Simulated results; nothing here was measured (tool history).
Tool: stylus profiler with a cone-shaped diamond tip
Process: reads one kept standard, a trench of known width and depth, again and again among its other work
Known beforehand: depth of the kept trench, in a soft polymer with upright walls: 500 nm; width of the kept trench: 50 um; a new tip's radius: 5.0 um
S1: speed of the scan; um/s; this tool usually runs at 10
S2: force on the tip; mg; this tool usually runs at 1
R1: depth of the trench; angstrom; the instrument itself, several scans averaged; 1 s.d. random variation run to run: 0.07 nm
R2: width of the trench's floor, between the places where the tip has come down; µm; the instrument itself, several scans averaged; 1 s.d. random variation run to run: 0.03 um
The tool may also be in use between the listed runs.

run 1 day=0 | S1=10 S2=1 | R1=5045 R2=45.57
run 2 day=4.629 | S1=10 S2=2.74 | R1=5087.3 R2=45.6
run 3 day=7.896 | S1=24 S2=1 | R1=5043.2 R2=45.45
run 4 day=13.117 | S1=24 S2=1 | R1=5043.5 R2=45.49
run 5 day=18.725 | S1=24 S2=1 | R1=5045.7 R2=45.48
run 6 day=23.483 | S1=24 S2=1 | R1=5045.2 R2=45.44
run 7 day=27.996 | S1=24 S2=1 | R1=5043.4 R2=45.45
run 8 day=31.538 | S1=24 S2=1 | R1=5045 R2=45.42
run 9 day=35.938 | S1=24 S2=1 | R1=5044.2 R2=45.36
run 10 day=39.675 | S1=14 S2=1 | R1=5044.3 R2=45.54
run 11 day=43.254 | S1=14 S2=1 | R1=5043.6 R2=45.55
run 12 day=47.754 | S1=3 S2=1 | R1=5044.2 R2=45.59
run 13 day=52.162 | S1=3 S2=1 | R1=5046.3 R2=45.59
run 14 day=55.9 | S1=3 S2=1 | R1=5046.4 R2=45.54
run 15 day=58.412 | S1=3 S2=2.84 | R1=5088 R2=45.57
run 16 day=61.583 | S1=3 S2=2.84 | R1=5090.1 R2=45.56
run 17 day=65.783 | S1=10 S2=1 | R1=5043.5 R2=45.54
run 18 day=69.342 | S1=10 S2=1 | R1=5044.1 R2=45.55
-- day=72.479 height scale calibrated on a step standard
run 19 day=74.65 | S1=10 S2=1 | R1=5043.5 R2=45.47
run 20 day=77.521 | S1=10 S2=1.28 | R1=5052.7 R2=45.6
run 21 day=82.225 | S1=10 S2=1 | R1=5045.3 R2=45.56
run 22 day=85.367 | S1=10 S2=1.3 | R1=5053.9 R2=45.59
run 23 day=89.7 | S1=26 S2=1.42 | R1=5056.6 R2=45.41
run 24 day=94.517 | S1=36 S2=1.93 | R1=5068.6 R2=45.37
run 25 day=98.725 | S1=8 S2=0.96 | R1=5044 R2=45.57
run 26 day=102.438 | S1=8 S2=0.96 | R1=5044 R2=45.59
run 27 day=107.021 | S1=27 S2=0.44 | R1=5025.8 R2=45.23
run 28 day=110.796 | S1=27 S2=0.44 | R1=5025.1 R2=45.25
run 29 day=115.988 | S1=4 S2=1.36 | R1=5055.3 R2=45.52
run 30 day=118.438 | S1=28 S2=2.59 | R1=5084.2 R2=45.46
run 31 day=121.229 | S1=11 S2=2.12 | R1=5074.1 R2=45.54
run 32 day=123.75 | S1=6 S2=0.58 | R1=5030.6 R2=45.59
run 33 day=127.638 | S1=6 S2=0.58 | R1=5029.6 R2=45.51
run 34 day=133.325 | S1=6 S2=0.58 | R1=5029.6 R2=45.53
run 35 day=136.996 | S1=2 S2=1 | R1=5044.1 R2=45.54
run 36 day=140.379 | S1=2 S2=1 | R1=5043.8 R2=45.65
run 37 day=145.258 | S1=2 S2=1 | R1=5044.7 R2=45.61
-- day=149.875 new tip fitted, height scale calibrated
run 38 day=150.425 | S1=9 S2=1.01 | R1=5044.2 R2=45.58
run 39 day=155.633 | S1=8 S2=1.73 | R1=5064 R2=45.61
run 40 day=161.267 | S1=6 S2=0.57 | R1=5030.8 R2=45.6
run 41 day=163.962 | S1=11 S2=0.57 | R1=5029.8 R2=45.54
run 42 day=166.321 | S1=11 S2=0.57 | R1=5029.8 R2=45.49
run 43 day=169.438 | S1=10 S2=0.6 | R1=5032.1 R2=45.53

Predict each of these 4 candidate next runs independently; none follows another, all start after run 43:
run A day=173.554 | S1=6 S2=2.21 | R1=? R2=?
run B day=173.554 | S1=7 S2=1.15 | R1=? R2=?
run C day=173.554 | S1=3 S2=0.6 | R1=? R2=?
run D day=173.554 | S1=26 S2=0.79 | R1=? R2=?

run=A R1=5075.6 R2=45.6
run=B R1=5049.2 R2=45.63
run=C R1=5031 R2=45.57
run=D R1=5038.7 R2=45.42
With the hidden condition removed and each run's random variation left untouched, the same runs would have given:
run=A R1=5075.6 R2=45.6
run=B R1=5049.2 R2=45.63
run=C R1=5031 R2=45.58
run=D R1=5038.7 R2=45.42
